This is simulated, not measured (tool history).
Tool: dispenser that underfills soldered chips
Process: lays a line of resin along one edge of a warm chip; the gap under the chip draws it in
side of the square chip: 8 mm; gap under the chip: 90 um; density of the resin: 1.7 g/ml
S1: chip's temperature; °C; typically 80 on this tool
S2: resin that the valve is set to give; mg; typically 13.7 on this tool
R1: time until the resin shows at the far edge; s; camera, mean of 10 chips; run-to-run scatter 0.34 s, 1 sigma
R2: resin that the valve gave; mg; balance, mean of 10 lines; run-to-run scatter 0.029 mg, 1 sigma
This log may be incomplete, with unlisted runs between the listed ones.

run 1 hour=0.0 | S1=80 S2=13.7 | R1=18.4 R2=13.50
-- hour=4.9 new syringe of resin
run 2 hour=7.7 | S1=80 S2=13.7 | R1=16.6 R2=13.43
-- hour=15.8 new syringe of resin
run 3 hour=15.8 | S1=80 S2=13.7 | R1=14.9 R2=13.38
run 4 hour=21.6 | S1=80 S2=13.7 | R1=17.2 R2=13.39
-- hour=26.9 new syringe of resin
-- hour=30.0 dispensing valve cleaned and set on the balance
run 5 hour=30.0 | S1=80 S2=13.7 | R1=16.4 R2=13.75
-- hour=39.1 new syringe of resin
run 6 hour=44.1 | S1=80 S2=13.7 | R1=17.6 R2=13.55
-- hour=50.0 new syringe of resin
run 7 hour=56.0 | S1=80 S2=13.7 | R1=17.3 R2=13.51
-- hour=61.4 new syringe of resin
run 8 hour=65.2 | S1=80 S2=13.7 | R1=16.8 R2=13.45
-- hour=72.5 new syringe of resin
run 9 hour=72.5 | S1=80 S2=13.7 | R1=14.9 R2=13.39
-- hour=84.4 new syringe of resin
run 10 hour=85.4 | S1=80 S2=13.7 | R1=14.8 R2=13.32
run 11 hour=91.3 | S1=80 S2=15.8 | R1=17.8 R2=15.33
-- hour=93.6 dispensing valve cleaned and set on the balance
-- hour=97.0 new syringe of resin
run 12 hour=103.8 | S1=69 S2=15.1 | R1=29.1 R2=15.14
-- hour=108.1 new syringe of resin
run 13 hour=113.2 | S1=86 S2=17.7 | R1=12.7 R2=17.55
-- hour=119.6 new syringe of resin
run 14 hour=127.0 | S1=69 S2=12.5 | R1=31.5 R2=12.32
-- hour=130.8 new syringe of resin
run 15 hour=133.7 | S1=69 S2=12.5 | R1=27.3 R2=12.28
-- hour=142.3 new syringe of resin
run 16 hour=143.3 | S1=94 S2=12.9 | R1=8.9 R2=12.68
-- hour=153.3 new syringe of resin
-- hour=157.7 dispensing valve cleaned and set on the balance
run 17 hour=158.2 | S1=70 S2=12.3 | R1=26.3 R2=12.35
-- hour=165.6 new syringe of resin
run 18 hour=168.8 | S1=67 S2=16.0 | R1=28.4 R2=15.93
-- hour=176.7 new syringe of resin
run 19 hour=182.9 | S1=67 S2=16.0 | R1=30.9 R2=15.92
-- hour=187.7 new syringe of resin
run 20 hour=189.0 | S1=76 S2=16.8 | R1=16.9 R2=16.58
-- hour=198.8 new syringe of resin
run 21 hour=199.2 | S1=69 S2=13.5 | R1=24.7 R2=13.35

Here are 5 independent what-if runs from the current tool condition. What would each one return?
run A hour=205.8 | S1=72 S2=16.9 | R1=? R2=?
run B hour=205.8 | S1=77 S2=17.0 | R1=? R2=?
run C hour=205.8 | S1=66 S2=17.7 | R1=? R2=?
run D hour=205.8 | S1=80 S2=17.1 | R1=? R2=?
run E hour=205.8 | S1=83 S2=14.9 | R1=? R2=?

run=A R1=25.3 R2=16.54
run=B R1=20.4 R2=16.65
run=C R1=33.2 R2=17.35
run=D R1=17.6 R2=16.85
run=E R1=15.7 R2=14.62
Had the tool no hidden state, the same runs would have come out as:
run=A R1=22.2 R2=16.84
run=B R1=17.9 R2=16.96
run=C R1=29.3 R2=17.66
run=D R1=15.4 R2=17.16
run=E R1=13.7 R2=14.88
